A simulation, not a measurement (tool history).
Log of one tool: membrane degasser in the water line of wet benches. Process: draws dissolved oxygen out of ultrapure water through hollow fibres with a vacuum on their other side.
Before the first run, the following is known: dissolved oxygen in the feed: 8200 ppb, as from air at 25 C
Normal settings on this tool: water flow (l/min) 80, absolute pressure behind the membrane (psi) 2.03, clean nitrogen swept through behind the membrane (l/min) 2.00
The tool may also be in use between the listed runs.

run    hour  water flow (l/min)  absolute pressure behind the membrane (psi)  clean nitrogen swept through behind the membrane (l/min)  dissolved oxygen in the water behind the degasser (ppb)  pressure that the water loses in the fibres (psi)
  1     0.0                  80                                         2.03                                                      2.00                                                    878.9                                              8.000
  2    37.7                  80                                         2.03                                                      4.07                                                    536.9                                              8.008
  3    88.0                  80                                         4.18                                                      4.07                                                   1073.4                                              8.042
  4   131.4                  80                                         2.03                                                      1.03                                                   1332.7                                              7.993
  5   176.6                  80                                         2.03                                                      1.03                                                   1338.6                                              8.058
  6   247.5                  80                                         2.03                                                      1.03                                                   1330.6                                              8.063
  7   286.2                  80                                         2.03                                                      1.23                                                   1194.5                                              8.009
  8   357.1                  80                                         2.03                                                      2.00                                                    877.1                                              8.026
  9   425.0                  80                                         2.03                                                      2.00                                                    866.2                                              8.076
 10   472.9                  80                                         2.03                                                      2.00                                                    884.3                                              7.983
 11   512.2                  80                                         2.03                                                      2.00                                                    883.2                                              8.082
 12   547.2                  80                                         2.03                                                      2.00                                                    882.6                                              8.034
 13   631.1                  80                                         2.03                                                      2.00                                                    879.3                                              8.089
 14   688.8                  80                                         2.03                                                      2.00                                                    877.2                                              8.016
 15   758.3                  80                                         2.03                                                      2.00                                                    864.2                                              8.008
 16   831.6                  80                                         2.03                                                      2.00                                                    872.5                                              8.061
 17   915.7                  92                                         3.38                                                      2.87                                                   1289.3                                              9.336
 18   978.5                  86                                         2.45                                                      2.33                                                   1018.5                                              8.660
 19  1043.1                  57                                         1.25                                                      5.37                                                    152.3                                              5.762
 20  1079.6                  56                                         3.61                                                      3.98                                                    670.8                                              5.655
 21  1160.0                  56                                         3.61                                                      3.98                                                    671.1                                              5.612
 22  1232.0                  88                                         4.41                                                      2.39                                                   1772.4                                              8.827
 23  1268.8                  85                                         2.03                                                      2.00                                                    939.0                                              8.502
 24  1322.2                  85                                         2.03                                                      2.00                                                    927.0                                              8.559
 25  1360.7                  85                                         2.03                                                      2.00                                                    937.0                                              8.566
 26  1400.5                 120                                         2.03                                                      2.87                                                   1130.5                                             12.106
 27  1442.2                  80                                         3.35                                                      3.74                                                    937.5                                              8.058
 28  1479.6                  80                                         1.41                                                      0.91                                                    940.4                                              8.083
 29  1544.3                  80                                         3.19                                                      2.38                                                   1217.6                                              8.057
 30  1614.5                  73                                         4.22                                                      2.00                                                   1638.6                                              7.359
 31  1660.5                  73                                         4.22                                                      2.00                                                   1672.7                                              7.361

Missing from the log above: 2 entries noted between runs. For each, name the pair of listed runs it sits between and say how the tool's hidden condition differs from the listed run just before to the listed run just after:
Runs 12 to 13: vacuum gauge calibrated (hour 567.7)
  membrane still open, %: 98.9 -> 98.8; true pressure behind the membrane over the reading, kPa: 0.06 -> 0; air that leaks in behind the membrane, l/min: 0.012 -> 0.0122
  measured value less the no-hidden-state value, dissolved oxygen in the water behind the degasser (ppb): +8.3 -> +4.2; pressure that the water loses in the fibres (psi): +0.091 -> +0.093
Runs 24 to 25: seals of the vacuum lines changed (hour 1331.0)
  air that leaks in behind the membrane, l/min: 0.013 -> 0.0026
  measured value less the no-hidden-state value, dissolved oxygen in the water behind the degasser (ppb): +6.5 -> +6.4; pressure that the water loses in the fibres (psi): +0.116 -> +0.119
